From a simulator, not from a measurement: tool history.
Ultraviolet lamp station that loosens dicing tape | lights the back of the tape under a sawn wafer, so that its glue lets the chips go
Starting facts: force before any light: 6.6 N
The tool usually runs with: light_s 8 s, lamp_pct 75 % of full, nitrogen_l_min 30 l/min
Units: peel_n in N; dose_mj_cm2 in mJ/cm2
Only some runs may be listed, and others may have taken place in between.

| run | day | light_s | lamp_pct | nitrogen_l_min | peel_n | dose_mj_cm2 |
|---|---|---|---|---|---|---|
| 1 | 0.000 | 8 | 75 | 30 | 0.787 | 205 |
| 2 | 1.808 | 8 | 97 | 30 | 0.468 | 263 |
| 3 | 4.162 | 8 | 75 | 30 | 0.786 | 202 |
| 4 | 6.038 | 8 | 75 | 30 | 0.766 | 206 |
| 5 | 7.054 | 8 | 75 | 30 | 0.778 | 199 |
| 6 | 8.775 | 8 | 75 | 51 | 0.547 | 205 |
|  | 9.350 | window cleaned of glue's vapour |
| 7 | 11.038 | 8 | 75 | 18 | 1.110 | 205 |
| 8 | 12.354 | 8 | 75 | 30 | 0.777 | 204 |
| 9 | 14.817 | 10 | 75 | 30 | 0.506 | 253 |
| 10 | 15.817 | 10 | 75 | 30 | 0.514 | 255 |
| 11 | 17.562 | 10 | 75 | 30 | 0.517 | 248 |
| 12 | 18.950 | 14 | 75 | 30 | 0.266 | 354 |
| 13 | 20.450 | 14 | 75 | 30 | 0.263 | 355 |
| 14 | 21.508 | 14 | 75 | 30 | 0.272 | 355 |
| 15 | 22.775 | 14 | 75 | 30 | 0.269 | 352 |
| 16 | 24.029 | 8 | 75 | 21 | 0.991 | 200 |
|  | 25.488 | window cleaned of glue's vapour |
| 17 | 25.571 | 8 | 75 | 16 | 1.210 | 198 |
| 18 | 27.408 | 8 | 75 | 16 | 1.220 | 202 |
| 19 | 28.917 | 8 | 75 | 16 | 1.208 | 202 |
| 20 | 29.983 | 4 | 75 | 30 | 2.194 | 101 |
| 21 | 32.262 | 8 | 98 | 30 | 0.460 | 260 |
| 22 | 34.558 | 8 | 75 | 30 | 0.774 | 199 |
| 23 | 36.333 | 4 | 97 | 32 | 1.526 | 127 |
| 24 | 37.838 | 4 | 97 | 32 | 1.512 | 133 |
| 25 | 38.962 | 4 | 95 | 50 | 1.274 | 125 |
|  | 39.996 | lamp changed |
| 26 | 40.054 | 4 | 72 | 11 | 3.252 | 96 |
| 27 | 41.238 | 4 | 88 | 18 | 2.340 | 118 |
|  | 41.683 | window cleaned of glue's vapour |
| 28 | 43.579 | 4 | 88 | 18 | 2.323 | 118 |
| 29 | 45.442 | 8 | 92 | 17 | 0.797 | 247 |
| 30 | 47.279 | 4 | 75 | 54 | 1.644 | 108 |
| 31 | 49.588 | 4 | 75 | 14 | 2.842 | 97 |
| 32 | 51.104 | 4 | 75 | 14 | 2.927 | 101 |
| 33 | 53.279 | 4 | 75 | 14 | 3.008 | 101 |
| 34 | 54.950 | 10 | 75 | 30 | 0.493 | 255 |
| 35 | 56.462 | 7 | 70 | 35 | 0.991 | 163 |
| 36 | 57.612 | 13 | 71 | 25 | 0.374 | 311 |
|  | 57.817 | window cleaned of glue's vapour |
| 37 | 58.954 | 13 | 71 | 25 | 0.392 | 310 |

Run 38 has not been measured yet. What should we expect?
| 38 | 60.375 | 9 | 75 | 40 | ? | ? |

{"run 38": {"peel_n": 0.517, "dose_mj_cm2": 222}}
Had the tool carried no hidden state, the very same run would have given peel_n 0.514 N, dose_mj_cm2 223 mJ/cm2.

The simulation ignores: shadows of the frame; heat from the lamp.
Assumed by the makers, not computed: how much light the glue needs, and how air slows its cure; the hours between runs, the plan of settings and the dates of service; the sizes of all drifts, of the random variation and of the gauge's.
